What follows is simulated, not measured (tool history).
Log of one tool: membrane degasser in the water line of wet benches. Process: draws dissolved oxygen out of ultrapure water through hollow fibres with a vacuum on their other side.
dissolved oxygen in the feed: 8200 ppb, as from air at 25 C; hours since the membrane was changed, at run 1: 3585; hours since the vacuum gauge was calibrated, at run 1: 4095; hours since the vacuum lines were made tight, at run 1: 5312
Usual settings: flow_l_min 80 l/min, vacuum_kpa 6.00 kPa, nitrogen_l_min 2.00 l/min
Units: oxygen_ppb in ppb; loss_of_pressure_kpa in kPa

| run | hour | flow_l_min | vacuum_kpa | nitrogen_l_min | hours since the membrane was changed | hours since the vacuum gauge was calibrated | hours since the vacuum lines were made tight | oxygen_ppb | loss_of_pressure_kpa |
|---|---|---|---|---|---|---|---|---|---|
| 1 | 0.0 | 80 | 6.00 | 2.00 | 3585 | 4095 | 5312 | 268.3 | 30.96 |
| 2 | 146.2 | 80 | 6.00 | 2.00 | 3732 | 4241 | 5458 | 275.2 | 31.10 |
| 3 | 269.3 | 80 | 6.00 | 2.00 | 3855 | 4364 | 5581 | 271.2 | 30.89 |
| 4 | 377.1 | 80 | 3.84 | 2.00 | 3963 | 4472 | 5689 | 104.5 | 31.11 |
| 5 | 465.4 | 80 | 6.00 | 2.00 | 4051 | 4560 | 5777 | 278.2 | 31.14 |
| 6 | 582.7 | 80 | 6.00 | 2.00 | 4168 | 4677 | 5895 | 274.1 | 30.75 |
| 7 | 682.7 | 80 | 6.00 | 4.38 | 4268 | 4777 | 5995 | 167.2 | 31.03 |
| 8 | 766.4 | 80 | 6.00 | 4.83 | 4352 | 4861 | 6078 | 155.0 | 31.15 |
| 9 | 891.3 | 80 | 6.00 | 4.83 | 4477 | 4986 | 6203 | 153.7 | 30.85 |
| 10 | 985.5 | 80 | 6.00 | 2.00 | 4571 | 5080 | 6297 | 273.4 | 30.95 |
| 11 | 1151.8 | 80 | 6.00 | 2.00 | 4737 | 5246 | 6464 | 269.8 | 30.86 |
| 12 | 1264.8 | 80 | 6.00 | 2.00 | 4850 | 5359 | 6577 | 271.8 | 30.92 |
| 13 | 1396.0 | 80 | 6.00 | 2.00 | 4981 | 5491 | 6708 | 272.1 | 30.96 |
| 14 | 1547.6 | 80 | 6.00 | 2.00 | 5133 | 5642 | 6859 | 275.9 | 31.02 |
| 15 | 1663.2 | 80 | 6.00 | 2.00 | 5249 | 5758 | 6975 | 270.8 | 31.41 |
| 16 | 1744.2 | 80 | 6.00 | 2.00 | 5330 | 5839 | 7056 | 270.9 | 31.06 |
| 17 | 1893.4 | 80 | 6.00 | 2.00 | 5479 | 5988 | 7205 | 267.3 | 31.39 |
| 18 | 2029.5 | 92 | 10.88 | 2.00 | 5615 | 6124 | 7341 | 720.9 | 35.69 |
| 19 | 2187.4 | 66 | 4.78 | 2.00 | 5773 | 6282 | 7499 | 146.8 | 25.57 |
| 20 | 2361.8 | 92 | 4.78 | 1.07 | 5947 | 6456 | 7674 | 290.4 | 36.04 |
| 21 | 2473.5 | 92 | 4.78 | 1.07 | 6059 | 6568 | 7785 | 289.8 | 35.78 |
| 22 | 2553.3 | 92 | 4.78 | 1.07 | 6139 | 6648 | 7865 | 300.3 | 35.44 |
| 23 | 2705.8 | 92 | 4.22 | 0.82 | 6291 | 6801 | 8018 | 248.5 | 35.93 |
| 24 | 2887.9 | 74 | 4.37 | 2.71 | 6473 | 6983 | 8200 | 114.4 | 28.86 |
| 25 | 3069.1 | 80 | 8.06 | 2.42 | 6655 | 7164 | 8381 | 376.1 | 31.18 |
| 26 | 3221.5 | 61 | 4.20 | 2.79 | 6807 | 7316 | 8533 | 79.3 | 24.03 |
| 27 | 3392.0 | 80 | 4.12 | 3.75 | 6977 | 7487 | 8704 | 99.7 | 31.25 |

4 ways to go on from here, each from the tool as it stands after run 27. What would each give?
| A | 3471.0 | 107 | 4.12 | 1.48 | 7056 | 7566 | 8783 | ? | ? |
| B | 3471.0 | 51 | 5.88 | 1.00 | 7056 | 7566 | 8783 | ? | ? |
| C | 3471.0 | 82 | 6.00 | 2.00 | 7056 | 7566 | 8783 | ? | ? |
| D | 3471.0 | 74 | 10.38 | 2.25 | 7056 | 7566 | 8783 | ? | ? |

| run | oxygen_ppb | loss_of_pressure_kpa |
|---|---|---|
| A | 219.0 | 41.89 |
| B | 276.6 | 19.95 |
| C | 281.9 | 31.82 |
| D | 511.5 | 28.83 |
Without the tool's hidden state the same runs would have given:
| run | oxygen_ppb | loss_of_pressure_kpa |
|---|---|---|
| A | 197.2 | 40.93 |
| B | 265.0 | 19.50 |
| C | 267.9 | 31.10 |
| D | 499.7 | 28.18 |

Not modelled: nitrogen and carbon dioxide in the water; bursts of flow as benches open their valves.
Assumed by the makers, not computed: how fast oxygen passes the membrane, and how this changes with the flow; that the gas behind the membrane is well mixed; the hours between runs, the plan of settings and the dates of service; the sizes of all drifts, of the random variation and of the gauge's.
